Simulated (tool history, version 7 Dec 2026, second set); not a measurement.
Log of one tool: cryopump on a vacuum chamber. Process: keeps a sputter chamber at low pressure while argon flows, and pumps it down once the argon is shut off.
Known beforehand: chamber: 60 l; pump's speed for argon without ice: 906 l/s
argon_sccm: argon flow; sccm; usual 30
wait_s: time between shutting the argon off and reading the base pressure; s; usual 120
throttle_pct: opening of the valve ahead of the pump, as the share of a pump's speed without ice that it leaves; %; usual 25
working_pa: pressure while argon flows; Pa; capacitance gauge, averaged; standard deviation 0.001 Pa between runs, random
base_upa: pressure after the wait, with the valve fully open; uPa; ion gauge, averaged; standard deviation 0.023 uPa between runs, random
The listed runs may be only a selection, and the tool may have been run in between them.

run	hour	argon_sccm	wait_s	throttle_pct	working_pa	base_upa
1	0.0	30	120	25	0.2256	3.90
2	17.8	30	120	25	0.2232	4.04
3	30.6	30	28	25	0.2249	5.25
4	47.9	30	120	25	0.2250	4.01
5	69.0	30	120	25	0.2263	4.12
6	86.9	17	120	25	0.1261	4.11
7	102.5	30	98	25	0.2238	4.22
8	112.1	30	120	25	0.2264	4.15
9	126.6	30	120	25	0.2237	4.20
10	147.2	30	94	25	0.2262	4.36
11	156.2	30	120	25	0.2248	4.22
12	171.2	30	120	25	0.2265	4.39
13	192.3	20	120	25	0.1487	4.23
14	213.4	30	120	25	0.2238	4.30
15	226.9	30	120	25	0.2264	4.34
16	237.6	30	120	25	0.2273	4.36
17	257.6	30	120	25	0.2273	4.39
18	276.0	35	73	33	0.1987	4.68
19	286.2	35	134	36	0.1849	4.30
20	304.1	35	134	36	0.1842	4.45
21	316.0	35	77	36	0.1847	4.74
22	334.6	35	77	36	0.1847	4.87
23	344.4	39	155	44	0.1691	4.44
24	358.5	30	76	58	0.1003	5.01
25	374.4	30	76	58	0.0994	4.83
26	390.5	57	273	19	0.5695	4.48
27	408.8	57	273	19	0.5690	4.57
28	427.2	15	120	60	0.0486	4.79
29	444.8	30	120	29	0.1958	4.78
30	454.8	17	120	25	0.1290	4.89
31	469.4	12	23	35	0.0661	6.60
32	483.2	12	23	35	0.0649	6.51
33	498.6	27	107	25	0.2058	4.96

4 ways to go on from here, each from the tool as it stands after run 33. What would each give?
A	517.7	13	127	15	?	?
B	517.7	27	63	25	?	?
C	517.7	30	145	25	?	?
D	517.7	12	107	25	?	?

run	working_pa	base_upa
A	0.1622	4.88
B	0.2060	5.29
C	0.2289	4.98
D	0.0917	4.94
What these runs would have given with no unlogged condition in the tool:
run	working_pa	base_upa
A	0.1603	0.70
B	0.2020	1.07
C	0.2245	0.69
D	0.0900	0.79

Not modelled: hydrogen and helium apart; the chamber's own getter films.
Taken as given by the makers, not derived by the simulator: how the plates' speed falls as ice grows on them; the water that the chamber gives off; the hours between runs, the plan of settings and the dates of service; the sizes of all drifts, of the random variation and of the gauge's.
